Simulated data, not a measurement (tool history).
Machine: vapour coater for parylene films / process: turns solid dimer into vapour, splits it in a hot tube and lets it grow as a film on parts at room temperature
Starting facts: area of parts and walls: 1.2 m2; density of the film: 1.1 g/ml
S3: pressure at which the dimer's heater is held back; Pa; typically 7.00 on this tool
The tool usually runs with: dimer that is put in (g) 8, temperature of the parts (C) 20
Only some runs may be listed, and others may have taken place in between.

run 1 day=0.000 | dimer_that_is_put_in_(g)=8 temperature_of_the_parts_(C)=20 S3=7.00 | thickness_of_the_film_(µm)=4.33
run 2 day=0.446 | dimer_that_is_put_in_(g)=8 temperature_of_the_parts_(C)=20 S3=7.00 | thickness_of_the_film_(µm)=4.30
run 3 day=0.888 | dimer_that_is_put_in_(g)=8 temperature_of_the_parts_(C)=20 S3=7.00 | thickness_of_the_film_(µm)=4.30
run 4 day=1.325 | dimer_that_is_put_in_(g)=10 temperature_of_the_parts_(C)=20 S3=7.00 | thickness_of_the_film_(µm)=5.37
run 5 day=2.204 | dimer_that_is_put_in_(g)=10 temperature_of_the_parts_(C)=20 S3=7.00 | thickness_of_the_film_(µm)=5.34
run 6 day=2.933 | dimer_that_is_put_in_(g)=10 temperature_of_the_parts_(C)=20 S3=7.00 | thickness_of_the_film_(µm)=5.36
run 7 day=3.733 | dimer_that_is_put_in_(g)=10 temperature_of_the_parts_(C)=20 S3=7.00 | thickness_of_the_film_(µm)=5.31
run 8 day=4.104 | dimer_that_is_put_in_(g)=13 temperature_of_the_parts_(C)=20 S3=7.00 | thickness_of_the_film_(µm)=7.01
run 9 day=4.471 | dimer_that_is_put_in_(g)=8 temperature_of_the_parts_(C)=20 S3=9.42 | thickness_of_the_film_(µm)=4.08
run 10 day=5.017 | dimer_that_is_put_in_(g)=9 temperature_of_the_parts_(C)=15 S3=4.32 | thickness_of_the_film_(µm)=6.23
run 11 day=5.579 | dimer_that_is_put_in_(g)=9 temperature_of_the_parts_(C)=25 S3=2.14 | thickness_of_the_film_(µm)=4.44
run 12 day=6.288 | dimer_that_is_put_in_(g)=9 temperature_of_the_parts_(C)=25 S3=2.56 | thickness_of_the_film_(µm)=4.31
run 13 day=7.025 | dimer_that_is_put_in_(g)=7 temperature_of_the_parts_(C)=14 S3=2.19 | thickness_of_the_film_(µm)=5.07
run 14 day=7.404 | dimer_that_is_put_in_(g)=3 temperature_of_the_parts_(C)=22 S3=7.33 | thickness_of_the_film_(µm)=1.43
run 15 day=7.812 | dimer_that_is_put_in_(g)=3 temperature_of_the_parts_(C)=22 S3=7.33 | thickness_of_the_film_(µm)=1.44
run 16 day=8.562 | dimer_that_is_put_in_(g)=7 temperature_of_the_parts_(C)=22 S3=7.00 | thickness_of_the_film_(µm)=3.34

Each row is a separate what-if for the run after 16, all from the same tool condition, not one after another. Results?
run A day=8.962 | dimer_that_is_put_in_(g)=8 temperature_of_the_parts_(C)=16 S3=7.00 | thickness_of_the_film_(µm)=?
run B day=8.962 | dimer_that_is_put_in_(g)=4 temperature_of_the_parts_(C)=15 S3=5.95 | thickness_of_the_film_(µm)=?
run C day=8.962 | dimer_that_is_put_in_(g)=8 temperature_of_the_parts_(C)=25 S3=9.46 | thickness_of_the_film_(µm)=?
run D day=8.962 | dimer_that_is_put_in_(g)=8 temperature_of_the_parts_(C)=22 S3=7.00 | thickness_of_the_film_(µm)=?
run E day=8.962 | dimer_that_is_put_in_(g)=7 temperature_of_the_parts_(C)=22 S3=5.52 | thickness_of_the_film_(µm)=?

run=A thickness_of_the_film_(µm)=4.91
run=B thickness_of_the_film_(µm)=2.61
run=C thickness_of_the_film_(µm)=3.27
run=D thickness_of_the_film_(µm)=3.91
run=E thickness_of_the_film_(µm)=3.42
Had the tool no hidden state, the same runs would have come out as:
run=A thickness_of_the_film_(µm)=5.04
run=B thickness_of_the_film_(µm)=2.67
run=C thickness_of_the_film_(µm)=3.35
run=D thickness_of_the_film_(µm)=4.01
run=E thickness_of_the_film_(µm)=3.51

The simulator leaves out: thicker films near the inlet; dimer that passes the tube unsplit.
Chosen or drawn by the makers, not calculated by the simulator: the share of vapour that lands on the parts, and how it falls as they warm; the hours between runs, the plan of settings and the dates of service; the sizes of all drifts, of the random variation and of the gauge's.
